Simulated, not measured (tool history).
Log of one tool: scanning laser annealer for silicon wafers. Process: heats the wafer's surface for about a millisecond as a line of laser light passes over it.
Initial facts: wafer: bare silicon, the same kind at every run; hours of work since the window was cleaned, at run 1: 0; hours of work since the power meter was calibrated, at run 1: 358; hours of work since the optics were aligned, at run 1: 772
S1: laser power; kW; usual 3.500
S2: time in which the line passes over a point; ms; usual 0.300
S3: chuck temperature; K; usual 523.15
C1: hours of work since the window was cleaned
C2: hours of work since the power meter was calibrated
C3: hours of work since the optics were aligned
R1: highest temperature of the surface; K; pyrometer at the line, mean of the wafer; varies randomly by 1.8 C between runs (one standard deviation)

{"run": 1, "hour": 0.0, "S1": 3.5, "S2": 0.3, "S3": 523.15, "C1": 0, "C2": 358, "C3": 772, "R1": 1331.15}
{"run": 2, "hour": 10.7, "S1": 3.634, "S2": 0.3, "S3": 523.15, "C1": 8, "C2": 366, "C3": 780, "R1": 1363.15}
{"run": 3, "hour": 23.4, "S1": 3.634, "S2": 0.3, "S3": 523.15, "C1": 18, "C2": 376, "C3": 790, "R1": 1365.15}
{"run": 4, "hour": 32.4, "S1": 3.634, "S2": 0.3, "S3": 523.15, "C1": 25, "C2": 383, "C3": 797, "R1": 1365.15}
{"run": 5, "hour": 45.4, "S1": 3.634, "S2": 0.3, "S3": 523.15, "C1": 35, "C2": 393, "C3": 807, "R1": 1363.15}
{"run": 6, "hour": 53.7, "S1": 3.5, "S2": 0.3, "S3": 524.15, "C1": 42, "C2": 400, "C3": 813, "R1": 1330.15}
{"run": 7, "hour": 63.5, "S1": 3.5, "S2": 0.3, "S3": 523.15, "C1": 49, "C2": 407, "C3": 821, "R1": 1329.15}
{"run": 8, "hour": 76.6, "S1": 3.5, "S2": 0.3, "S3": 520.15, "C1": 60, "C2": 417, "C3": 831, "R1": 1325.15}
{"run": 9, "hour": 88.1, "S1": 3.5, "S2": 0.3, "S3": 520.15, "C1": 69, "C2": 426, "C3": 840, "R1": 1324.15}
{"run": 10, "hour": 97.8, "S1": 3.5, "S2": 0.3, "S3": 520.15, "C1": 76, "C2": 434, "C3": 848, "R1": 1325.15}
{"run": 11, "hour": 107.1, "S1": 3.5, "S2": 0.3, "S3": 520.15, "C1": 83, "C2": 441, "C3": 855, "R1": 1324.15}
{"run": 12, "hour": 118.5, "S1": 3.426, "S2": 0.3, "S3": 520.15, "C1": 92, "C2": 450, "C3": 864, "R1": 1305.15}
{"run": 13, "hour": 128.2, "S1": 3.426, "S2": 0.3, "S3": 520.15, "C1": 100, "C2": 458, "C3": 871, "R1": 1306.15}
{"run": 14, "hour": 142.1, "S1": 3.527, "S2": 0.258, "S3": 513.15, "C1": 111, "C2": 468, "C3": 882, "R1": 1275.15}
{"run": 15, "hour": 153.5, "S1": 3.307, "S2": 0.296, "S3": 485.15, "C1": 119, "C2": 477, "C3": 891, "R1": 1235.15}
{"run": 16, "hour": 165.0, "S1": 3.263, "S2": 0.231, "S3": 492.15, "C1": 128, "C2": 486, "C3": 900, "R1": 1153.15}
{"run": 17, "hour": 173.7, "S1": 3.812, "S2": 0.218, "S3": 526.15, "C1": 135, "C2": 493, "C3": 907, "R1": 1292.15}
{"run": 18, "hour": 185.4, "S1": 3.494, "S2": 0.3, "S3": 546.15, "C1": 144, "C2": 502, "C3": 916, "R1": 1348.15}
{"run": 19, "hour": 196.0, "S1": 3.43, "S2": 0.305, "S3": 523.15, "C1": 153, "C2": 510, "C3": 924, "R1": 1314.15}
{"run": 20, "hour": 203.7, "S1": 3.184, "S2": 0.3, "S3": 495.15, "C1": 159, "C2": 516, "C3": 930, "R1": 1214.15}
{"run": 21, "hour": 212.6, "S1": 3.247, "S2": 0.3, "S3": 490.15, "C1": 165, "C2": 523, "C3": 937, "R1": 1228.15}
{"run": 22, "hour": 222.2, "S1": 3.247, "S2": 0.3, "S3": 490.15, "C1": 173, "C2": 531, "C3": 944, "R1": 1227.15}
{"run": 23, "hour": 232.7, "S1": 2.979, "S2": 0.233, "S3": 556.15, "C1": 181, "C2": 539, "C3": 953, "R1": 1153.15}

What if the next run were any one of these 4? Each begins from the tool's condition after run 23:
{"run": "A", "hour": 242.2, "S1": 3.813, "S2": 0.233, "S3": 491.15, "C1": 188, "C2": 546, "C3": 960, "R1": "?"}
{"run": "B", "hour": 242.2, "S1": 3.5, "S2": 0.294, "S3": 484.15, "C1": 188, "C2": 546, "C3": 960, "R1": "?"}
{"run": "C", "hour": 242.2, "S1": 2.979, "S2": 0.328, "S3": 487.15, "C1": 188, "C2": 546, "C3": 960, "R1": "?"}
{"run": "D", "hour": 242.2, "S1": 3.44, "S2": 0.233, "S3": 512.15, "C1": 188, "C2": 546, "C3": 960, "R1": "?"}

run=A R1=1281.15
run=B R1=1283.15
run=C R1=1186.15
run=D R1=1215.15
Without the tool's hidden state the same runs would have given:
run=A R1=1281.15
run=B R1=1283.15
run=C R1=1186.15
run=D R1=1216.15
